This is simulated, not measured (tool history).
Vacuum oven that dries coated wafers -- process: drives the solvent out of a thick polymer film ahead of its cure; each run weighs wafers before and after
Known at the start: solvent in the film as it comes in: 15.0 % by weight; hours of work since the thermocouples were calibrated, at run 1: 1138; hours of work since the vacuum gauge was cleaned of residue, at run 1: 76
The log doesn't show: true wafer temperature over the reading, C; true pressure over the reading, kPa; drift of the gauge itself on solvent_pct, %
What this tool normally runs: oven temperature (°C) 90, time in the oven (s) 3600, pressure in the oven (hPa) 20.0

run   hour  oven temperature (°C)  time in the oven (s)  pressure in the oven (hPa)  hours of work since the thermocouples were calibrated  hours of work since the vacuum gauge was cleaned of residue  solvent left in the film (%)
  1    0.0                     90                  3600                        20.0                                                   1138                                                           76                          1.72
  2   58.9                     90                  3360                        20.0                                                   1171                                                          109                          1.93
  3  105.4                     90                  3360                        20.0                                                   1197                                                          135                          1.88
  4  167.5                     90                  3600                        20.0                                                   1232                                                          170                          1.76
  5  223.5                     90                  3600                        20.0                                                   1263                                                          201                          1.68
  6  258.9                     94                  3600                        20.0                                                   1283                                                          221                          1.16
  7  306.9                     90                  3600                        20.0                                                   1310                                                          248                          1.76
  8  371.1                     90                  3600                        20.0                                                   1346                                                          284                          1.79
  9  432.5                     90                  3600                        20.0                                                   1380                                                          318                          1.79
 10  464.3                     90                  3600                        33.3                                                   1398                                                          336                          2.33
 11  515.1                     88                  3600                        61.0                                                   1427                                                          365                          3.97
 12  572.1                     97                  3480                        29.4                                                   1458                                                          397                          1.31
 13  602.7                     94                  4140                        21.9                                                   1476                                                          414                          1.15
 14  643.8                     94                  6240                        42.6                                                   1499                                                          437                          1.71
 15  672.4                     94                  6240                        42.6                                                   1515                                                          453                          1.78
 16  731.5                     83                  2520                        11.7                                                   1548                                                          486                          4.45
 17  790.2                     83                  2520                        11.7                                                   1581                                                          519                          4.65
 18  826.1                     83                  3840                        31.9                                                   1601                                                          539                          4.00
 19  867.9                     89                  2220                        20.0                                                   1624                                                          562                          3.69
     883.3  -- oven's thermocouples calibrated
 20  934.5                     93                  3240                        15.8                                                     29                                                          598                          1.06

For some of the steps in solvent left in the film (%) from one run to the next: how much would appear even if the tool had no hidden state, given the settings, what came in and random variation, and how much remains for the hidden state plus any gauge scatter that the measured result and the result without hidden state don't share?
Run 11 -> 12: oven temperature (°C) 88 -> 97, time in the oven (s) 3600 -> 3480, pressure in the oven (hPa) 61.0 -> 29.4. solvent left in the film (%) -2.66: hidden state -0.30, all else -2.36.
Run 15 -> 16: oven temperature (°C) 94 -> 83, time in the oven (s) 6240 -> 2520, pressure in the oven (hPa) 42.6 -> 11.7. solvent left in the film (%) +2.67: hidden state +0.49, all else +2.18.
Run 19 -> 20: oven temperature (°C) 89 -> 93, time in the oven (s) 2220 -> 3240, pressure in the oven (hPa) 20.0 -> 15.8, oven's thermocouples calibrated. solvent left in the film (%) -2.63: hidden state -0.69, all else -1.94.
